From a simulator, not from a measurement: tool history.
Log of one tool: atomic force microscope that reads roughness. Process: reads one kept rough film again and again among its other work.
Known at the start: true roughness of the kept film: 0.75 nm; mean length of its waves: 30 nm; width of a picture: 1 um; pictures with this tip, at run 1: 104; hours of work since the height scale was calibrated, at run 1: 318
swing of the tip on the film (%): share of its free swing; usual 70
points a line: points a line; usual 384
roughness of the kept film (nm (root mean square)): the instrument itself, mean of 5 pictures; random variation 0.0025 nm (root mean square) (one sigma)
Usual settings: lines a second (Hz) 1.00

run	day	lines a second (Hz)	swing of the tip on the film (%)	points a line	pictures with this tip	hours of work since the height scale was calibrated	roughness of the kept film (nm (root mean square))
1	0.000	1.00	70	384	104	318	0.694
2	0.400	2.11	70	384	113	324	0.657
3	1.008	2.11	70	384	126	332	0.662
4	1.429	2.11	70	384	135	338	0.664
5	1.779	1.00	70	384	143	343	0.694
6	2.400	1.00	70	384	156	352	0.698
7	3.088	1.00	70	384	171	361	0.697
8	3.846	1.00	70	384	187	372	0.695
9	4.546	1.00	73	384	203	382	0.690
10	5.083	1.00	70	384	214	389	0.693
11	5.821	1.00	70	384	230	400	0.694
12	6.446	1.00	70	266	244	409	0.691
13	7.154	1.00	70	266	259	419	0.691
14	7.588	1.00	70	266	268	425	0.691
15	8.179	1.00	70	266	281	433	0.690
16	8.892	1.10	65	384	296	443	0.702
17	9.496	1.10	65	384	309	452	0.703
18	10.025	1.10	65	869	321	459	0.708
19	10.421	0.53	58	277	329	465	0.719
20	10.996	0.53	58	277	342	473	0.711
21	11.375	1.82	79	277	350	478	0.634
# day 11.933: new tip fitted
22	11.971	1.66	70	384	0	486	0.677
23	12.571	1.64	64	270	13	495	0.690
24	13.258	1.00	70	353	28	504	0.696
25	13.838	1.10	65	541	41	512	0.705
26	14.433	1.10	65	541	54	521	0.710
27	15.017	1.00	70	572	66	529	0.701
28	15.467	0.66	59	384	76	535	0.723
29	16.258	2.36	59	372	93	546	0.690

Forecast each of these 4 alternatives for the next run:
A	16.658	1.97	59	372	102	552	?
B	16.658	2.70	68	384	102	552	?
C	16.658	3.16	58	325	102	552	?
D	16.658	1.51	69	699	102	552	?

run	roughness of the kept film (nm (root mean square))
A	0.699
B	0.654
C	0.675
D	0.687
Without the tool's hidden state the same runs would have given:
run	roughness of the kept film (nm (root mean square))
A	0.699
B	0.654
C	0.675
D	0.688
